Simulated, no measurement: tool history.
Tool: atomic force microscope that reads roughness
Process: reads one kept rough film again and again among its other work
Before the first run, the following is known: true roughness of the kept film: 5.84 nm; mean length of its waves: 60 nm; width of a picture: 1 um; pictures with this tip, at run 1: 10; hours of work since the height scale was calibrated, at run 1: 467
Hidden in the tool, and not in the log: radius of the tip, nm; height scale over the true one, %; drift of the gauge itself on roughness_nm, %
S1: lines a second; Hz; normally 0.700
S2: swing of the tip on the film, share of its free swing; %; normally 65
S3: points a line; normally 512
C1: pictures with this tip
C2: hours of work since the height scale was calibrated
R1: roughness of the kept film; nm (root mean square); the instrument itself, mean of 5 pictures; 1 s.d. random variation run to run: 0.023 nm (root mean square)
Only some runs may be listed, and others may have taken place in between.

run,hour,S1,S2,S3,C1,C2,R1
1,0.0,0.700,65,512,10,467,5.493
2,15.4,0.700,65,512,24,476,5.441
3,42.7,0.700,65,512,47,491,5.333
4,64.4,0.700,65,512,66,502,5.302
5,89.1,0.700,65,512,87,516,5.267
6,104.8,0.700,65,512,101,524,5.262
7,124.6,0.700,77,512,118,535,5.098
8,147.8,3.932,65,512,138,547,4.687
9,175.8,3.932,65,512,162,563,4.637
10,208.3,3.932,65,512,190,580,4.575
# hour 228.7: new tip fitted
11,240.7,0.700,65,343,10,597,5.484
12,259.1,0.700,80,343,26,607,5.297
13,274.2,0.700,80,343,39,616,5.239
14,292.9,0.700,80,343,55,626,5.205
15,309.0,0.700,80,343,69,634,5.150
16,326.0,0.700,80,343,84,644,5.088
17,351.8,0.700,65,512,106,658,5.208
18,368.5,0.700,67,512,120,667,5.152
19,404.4,0.700,67,512,151,686,5.018
# hour 407.2: height scale calibrated on a step standard
20,438.2,0.700,65,824,180,17,4.958
21,464.8,0.700,65,824,203,31,4.923
# hour 471.6: new tip fitted
22,495.5,0.736,72,512,21,48,5.369
# hour 512.6: height scale calibrated on a step standard, once more
23,529.6,1.963,70,739,49,9,5.125
24,544.4,1.963,70,269,62,17,5.056
25,569.7,1.963,70,269,84,31,4.990
26,587.7,1.813,65,269,99,41,5.058
27,607.7,0.700,84,512,116,51,5.047
28,625.4,0.700,59,446,132,61,5.155
29,653.9,0.655,67,267,156,76,5.069
30,677.3,0.700,63,370,176,89,5.077
31,699.0,0.924,69,325,195,101,4.867
# hour 713.1: new tip fitted
32,720.9,3.886,84,581,7,112,4.306
33,755.8,2.994,84,683,37,131,4.439
34,784.1,2.097,84,276,61,147,4.643
35,814.4,1.064,86,512,87,163,4.909
36,833.8,1.061,86,512,104,174,4.814
37,864.2,1.806,83,874,130,190,4.622
38,899.0,0.700,69,512,160,209,5.053
39,923.0,1.808,90,305,181,222,4.271

3 options for the next run, each taken on its own from the tool as it stands now. Forecast them:
A,938.4,0.809,65,512,194,230,?
B,938.4,0.881,90,305,194,230,?
C,938.4,3.248,90,305,194,230,?

run,R1
A,4.909
B,4.642
C,3.753
With the hidden condition removed and each run's random variation left untouched, the same runs would have given:
run,R1
A,5.492
B,5.193
C,4.199

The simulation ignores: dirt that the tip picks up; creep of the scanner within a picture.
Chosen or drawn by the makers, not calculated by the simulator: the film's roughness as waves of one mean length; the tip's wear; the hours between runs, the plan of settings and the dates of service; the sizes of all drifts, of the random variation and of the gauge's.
